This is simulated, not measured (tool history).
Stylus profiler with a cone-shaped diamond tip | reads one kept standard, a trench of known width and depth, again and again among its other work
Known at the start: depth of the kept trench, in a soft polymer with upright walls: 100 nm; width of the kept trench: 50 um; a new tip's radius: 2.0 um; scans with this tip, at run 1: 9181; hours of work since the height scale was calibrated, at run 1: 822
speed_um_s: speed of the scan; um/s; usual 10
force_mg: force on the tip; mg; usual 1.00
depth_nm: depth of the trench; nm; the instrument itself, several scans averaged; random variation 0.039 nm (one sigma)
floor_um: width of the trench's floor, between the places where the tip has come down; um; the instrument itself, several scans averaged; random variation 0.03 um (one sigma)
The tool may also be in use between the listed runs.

run,hour,speed_um_s,force_mg,scans with this tip,hours of work since the height scale was calibrated,depth_nm,floor_um
1,0.0,10,1.00,9181,822,100.78,48.08
2,59.9,10,1.00,9645,863,100.89,48.03
3,153.1,10,1.00,10366,928,100.92,47.95
4,214.1,10,1.00,10839,970,100.92,47.97
5,306.8,10,1.00,11557,1034,100.89,47.92
6,355.5,10,1.00,11934,1068,100.94,47.83
7,428.2,10,1.00,12497,1119,101.03,47.84
8,516.1,10,1.00,13177,1179,101.08,47.86
9,605.9,10,0.61,13873,1242,100.93,47.74
10,687.6,10,0.61,14506,1298,100.90,47.75
11,735.8,10,1.00,14879,1332,101.05,47.71
12,803.7,10,1.14,15405,1379,101.09,47.73
# hour 828.6: new tip fitted, height scale calibrated
13,880.6,10,1.14,402,36,100.50,48.70
14,976.4,10,1.14,1144,102,100.54,48.63
15,1064.2,10,2.59,1824,163,100.92,48.61
16,1113.8,10,0.94,2208,198,100.50,48.49
17,1174.6,36,0.50,2679,240,100.39,48.38
18,1236.2,36,0.93,3156,283,100.56,48.35
19,1331.8,3,1.02,3896,349,100.55,48.40
20,1416.5,3,1.02,4552,407,100.55,48.40
21,1494.0,3,1.02,5152,461,100.61,48.33
22,1556.0,9,2.73,5633,504,101.08,48.32
23,1618.2,2,0.68,6114,547,100.61,48.26
24,1660.2,2,0.68,6440,576,100.59,48.24
25,1708.7,8,0.37,6815,610,100.45,48.17
26,1796.4,8,0.37,7495,671,100.43,48.17
27,1872.7,10,1.61,8086,724,100.96,48.14
28,1963.0,10,1.17,8784,786,100.87,48.06
29,2010.3,2,1.00,9151,819,100.78,48.01

3 ways to go on from here, each from the tool as it stands after run 29. What would each give?
A,2054.4,3,1.00,9493,850,?,?
B,2054.4,6,0.44,9493,850,?,?
C,2054.4,10,2.09,9493,850,?,?

run,depth_nm,floor_um
A,100.80,48.05
B,100.66,47.99
C,101.05,48.00
Without the tool's hidden state the same runs would have given:
run,depth_nm,floor_um
A,100.44,48.74
B,100.29,48.68
C,100.69,48.69
